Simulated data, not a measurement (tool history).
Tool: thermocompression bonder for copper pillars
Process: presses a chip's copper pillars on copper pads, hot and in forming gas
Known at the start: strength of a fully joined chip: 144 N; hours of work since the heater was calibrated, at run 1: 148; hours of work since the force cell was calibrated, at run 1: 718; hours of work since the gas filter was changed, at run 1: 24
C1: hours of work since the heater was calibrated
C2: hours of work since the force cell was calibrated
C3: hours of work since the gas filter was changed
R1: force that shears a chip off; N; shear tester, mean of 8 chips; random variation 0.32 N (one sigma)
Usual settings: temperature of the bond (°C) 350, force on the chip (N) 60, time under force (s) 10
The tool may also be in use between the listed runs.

Run 1, hour 0.0: usual settings; C1 148; C2 718; C3 24. Result: R1 53.5 N.
Run 2, hour 12.4: usual settings; C1 156; C2 726; C3 31. Result: R1 53.2 N.
Run 3, hour 34.9: usual settings; C1 170; C2 740; C3 45. Result: R1 53.5 N.
Run 4, hour 63.1: usual settings; C1 187; C2 757; C3 63. Result: R1 53.0 N.
Run 5, hour 79.2: usual settings but force on the chip (N) 66; C1 197; C2 767; C3 72. Result: R1 58.4 N.
Run 6, hour 100.3: usual settings but force on the chip (N) 66, time under force (s) 16; C1 210; C2 780; C3 85. Result: R1 69.4 N.
Run 7, hour 126.9: usual settings but force on the chip (N) 66; C1 226; C2 796; C3 102. Result: R1 58.2 N.
Run 8, hour 145.3: usual settings but force on the chip (N) 66; C1 237; C2 808; C3 113. Result: R1 59.0 N.
Run 9, hour 167.1: usual settings but force on the chip (N) 66; C1 251; C2 821; C3 126. Result: R1 58.3 N.
At hour 177.4: force cell calibrated.
Run 10, hour 191.1: usual settings but force on the chip (N) 66; C1 265; C2 8; C3 140. Result: R1 56.5 N.
Run 11, hour 218.0: usual settings but temperature of the bond (°C) 336, force on the chip (N) 66; C1 281; C2 25; C3 157. Result: R1 48.8 N.
Run 12, hour 235.6: usual settings; C1 292; C2 36; C3 167. Result: R1 52.3 N.
Run 13, hour 265.6: usual settings; C1 310; C2 54; C3 186. Result: R1 52.0 N.
Run 14, hour 292.2: usual settings but time under force (s) 24; C1 327; C2 70; C3 202. Result: R1 72.6 N.
Run 15, hour 313.1: usual settings but temperature of the bond (°C) 362; C1 339; C2 83; C3 215. Result: R1 58.3 N.
Run 16, hour 326.9: usual settings but temperature of the bond (°C) 362; C1 348; C2 92; C3 223. Result: R1 58.9 N.
Run 17, hour 341.4: usual settings but temperature of the bond (°C) 344; C1 357; C2 101; C3 232. Result: R1 49.6 N.
Run 18, hour 353.9: usual settings but force on the chip (N) 36; C1 364; C2 108; C3 240. Result: R1 33.1 N.
At hour 365.6: forming gas filter changed.
Run 19, hour 381.6: usual settings but temperature of the bond (°C) 351, force on the chip (N) 37, time under force (s) 5; C1 381; C2 125; C3 10. Result: R1 25.6 N.
Run 20, hour 401.6: usual settings but temperature of the bond (°C) 378, force on the chip (N) 78, time under force (s) 14; C1 393; C2 137; C3 22. Result: R1 92.4 N.
Run 21, hour 420.8: usual settings but force on the chip (N) 81, time under force (s) 12; C1 405; C2 149; C3 34. Result: R1 74.4 N.
Run 22, hour 438.6: usual settings but temperature of the bond (°C) 377, force on the chip (N) 53, time under force (s) 5; C1 416; C2 160; C3 45. Result: R1 47.3 N.
Run 23, hour 459.8: usual settings but temperature of the bond (°C) 377, force on the chip (N) 36, time under force (s) 6; C1 429; C2 173; C3 58. Result: R1 36.0 N.
Run 24, hour 487.1: usual settings but temperature of the bond (°C) 377, force on the chip (N) 36, time under force (s) 6; C1 446; C2 190; C3 75. Result: R1 35.5 N.
Run 25, hour 516.5: usual settings but force on the chip (N) 36, time under force (s) 14; C1 464; C2 208; C3 93. Result: R1 40.5 N.
Run 26, hour 540.4: usual settings but temperature of the bond (°C) 330, force on the chip (N) 58; C1 479; C2 222; C3 107. Result: R1 44.0 N.
Run 27, hour 555.0: usual settings but force on the chip (N) 53; C1 487; C2 231; C3 116. Result: R1 48.9 N.
Run 28, hour 580.6: usual settings but time under force (s) 12; C1 503; C2 247; C3 132. Result: R1 58.4 N.
Run 29, hour 599.9: usual settings but temperature of the bond (°C) 326, force on the chip (N) 45, time under force (s) 5; C1 515; C2 259; C3 144. Result: R1 24.4 N.
Run 30, hour 625.8: usual settings but force on the chip (N) 43, time under force (s) 7; C1 531; C2 275; C3 160. Result: R1 35.4 N.
Run 31, hour 650.6: usual settings but temperature of the bond (°C) 324, force on the chip (N) 83, time under force (s) 7; C1 546; C2 290; C3 175. Result: R1 49.5 N.
Run 32, hour 678.2: usual settings but temperature of the bond (°C) 324, force on the chip (N) 83, time under force (s) 7; C1 563; C2 307; C3 192. Result: R1 49.5 N.

Run 33 comes next. What will it give?
Run 33, hour 691.5: usual settings but temperature of the bond (°C) 336, force on the chip (N) 85, time under force (s) 11; C1 571; C2 315; C3 200. Result: R1 ?.

R1: 67.6 N
Without the tool's hidden state the same run would have given R1 61.7 N.
